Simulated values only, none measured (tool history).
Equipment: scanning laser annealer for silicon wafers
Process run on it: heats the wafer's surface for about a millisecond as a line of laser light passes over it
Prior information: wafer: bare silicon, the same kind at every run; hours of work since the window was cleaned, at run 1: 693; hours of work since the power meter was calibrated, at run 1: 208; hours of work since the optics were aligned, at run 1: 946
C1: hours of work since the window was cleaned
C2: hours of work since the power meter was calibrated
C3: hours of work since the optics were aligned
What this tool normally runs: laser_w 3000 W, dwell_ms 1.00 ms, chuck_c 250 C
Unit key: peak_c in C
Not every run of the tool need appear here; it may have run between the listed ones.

{"run": 1, "day": 0.0, "laser_w": 3000, "dwell_ms": 1.0, "chuck_c": 250, "C1": 693, "C2": 208, "C3": 946, "peak_c": 959}
{"day": 0.204, "done": "window over the wafer cleaned"}
{"run": 2, "day": 0.442, "laser_w": 3000, "dwell_ms": 1.0, "chuck_c": 250, "C1": 5, "C2": 215, "C3": 953, "peak_c": 986}
{"run": 3, "day": 0.788, "laser_w": 3000, "dwell_ms": 1.0, "chuck_c": 250, "C1": 11, "C2": 222, "C3": 959, "peak_c": 989}
{"run": 4, "day": 1.196, "laser_w": 3000, "dwell_ms": 1.0, "chuck_c": 250, "C1": 19, "C2": 229, "C3": 967, "peak_c": 980}
{"run": 5, "day": 1.575, "laser_w": 2834, "dwell_ms": 1.0, "chuck_c": 250, "C1": 26, "C2": 237, "C3": 974, "peak_c": 931}
{"run": 6, "day": 2.054, "laser_w": 2834, "dwell_ms": 1.0, "chuck_c": 250, "C1": 35, "C2": 246, "C3": 983, "peak_c": 934}
{"run": 7, "day": 2.325, "laser_w": 2834, "dwell_ms": 1.0, "chuck_c": 250, "C1": 41, "C2": 251, "C3": 989, "peak_c": 933}
{"run": 8, "day": 2.742, "laser_w": 3000, "dwell_ms": 1.0, "chuck_c": 250, "C1": 49, "C2": 259, "C3": 997, "peak_c": 985}
{"run": 9, "day": 3.046, "laser_w": 3000, "dwell_ms": 0.9, "chuck_c": 250, "C1": 54, "C2": 265, "C3": 1002, "peak_c": 951}
{"run": 10, "day": 3.425, "laser_w": 3000, "dwell_ms": 1.0, "chuck_c": 250, "C1": 62, "C2": 272, "C3": 1010, "peak_c": 985}
{"day": 3.596, "done": "laser's power meter calibrated"}
{"run": 11, "day": 3.854, "laser_w": 3000, "dwell_ms": 1.0, "chuck_c": 281, "C1": 67, "C2": 5, "C3": 1016, "peak_c": 1012}
{"run": 12, "day": 4.175, "laser_w": 3000, "dwell_ms": 1.0, "chuck_c": 250, "C1": 74, "C2": 11, "C3": 1022, "peak_c": 981}
{"run": 13, "day": 4.662, "laser_w": 3000, "dwell_ms": 0.97, "chuck_c": 250, "C1": 83, "C2": 20, "C3": 1031, "peak_c": 972}
{"run": 14, "day": 4.925, "laser_w": 2863, "dwell_ms": 1.04, "chuck_c": 275, "C1": 88, "C2": 25, "C3": 1036, "peak_c": 977}
{"run": 15, "day": 5.146, "laser_w": 3035, "dwell_ms": 0.77, "chuck_c": 258, "C1": 92, "C2": 30, "C3": 1040, "peak_c": 922}
{"run": 16, "day": 5.567, "laser_w": 2649, "dwell_ms": 0.74, "chuck_c": 273, "C1": 100, "C2": 38, "C3": 1048, "peak_c": 823}
{"day": 5.8, "done": "laser's power meter calibrated, once more"}
{"run": 17, "day": 5.925, "laser_w": 2649, "dwell_ms": 0.74, "chuck_c": 273, "C1": 105, "C2": 2, "C3": 1053, "peak_c": 826}
{"run": 18, "day": 6.175, "laser_w": 2649, "dwell_ms": 0.74, "chuck_c": 273, "C1": 109, "C2": 7, "C3": 1058, "peak_c": 824}
{"run": 19, "day": 6.692, "laser_w": 3227, "dwell_ms": 0.97, "chuck_c": 245, "C1": 119, "C2": 17, "C3": 1067, "peak_c": 1036}
{"run": 20, "day": 6.962, "laser_w": 3243, "dwell_ms": 0.82, "chuck_c": 288, "C1": 124, "C2": 22, "C3": 1073, "peak_c": 1027}
{"run": 21, "day": 7.233, "laser_w": 2837, "dwell_ms": 0.91, "chuck_c": 250, "C1": 130, "C2": 27, "C3": 1078, "peak_c": 908}
{"run": 22, "day": 7.596, "laser_w": 2837, "dwell_ms": 0.91, "chuck_c": 250, "C1": 137, "C2": 34, "C3": 1085, "peak_c": 903}
{"run": 23, "day": 7.917, "laser_w": 2837, "dwell_ms": 0.91, "chuck_c": 250, "C1": 143, "C2": 40, "C3": 1091, "peak_c": 904}
{"run": 24, "day": 8.142, "laser_w": 2947, "dwell_ms": 1.19, "chuck_c": 243, "C1": 147, "C2": 45, "C3": 1095, "peak_c": 1011}
{"run": 25, "day": 8.488, "laser_w": 2779, "dwell_ms": 1.0, "chuck_c": 250, "C1": 154, "C2": 51, "C3": 1102, "peak_c": 915}
{"run": 26, "day": 8.796, "laser_w": 3259, "dwell_ms": 1.0, "chuck_c": 238, "C1": 160, "C2": 57, "C3": 1108, "peak_c": 1048}

Pick out some run-to-run changes in peak_c. Of each, how much would a tool without hidden state show as well, from the settings, what came in and chance, and how much is left for the hidden state and any gauge scatter not in both results compared?
Hidden state present: light that passes the window, % of a clean one's; laser's true power over the reading, %; width of the line over the set one, %; drift of the gauge itself on peak_c, C.
Run 1 -> 2: window over the wafer cleaned. peak_c +27 C: hidden state +23, all else +4.
Run 18 -> 19: laser_w 2649 -> 3227, dwell_ms 0.74 -> 0.97, chuck_c 273 -> 245. peak_c +212 C: hidden state -5, all else +217.
Run 25 -> 26: laser_w 2779 -> 3259, chuck_c 250 -> 238. peak_c +133 C: hidden state -3, all else +136.
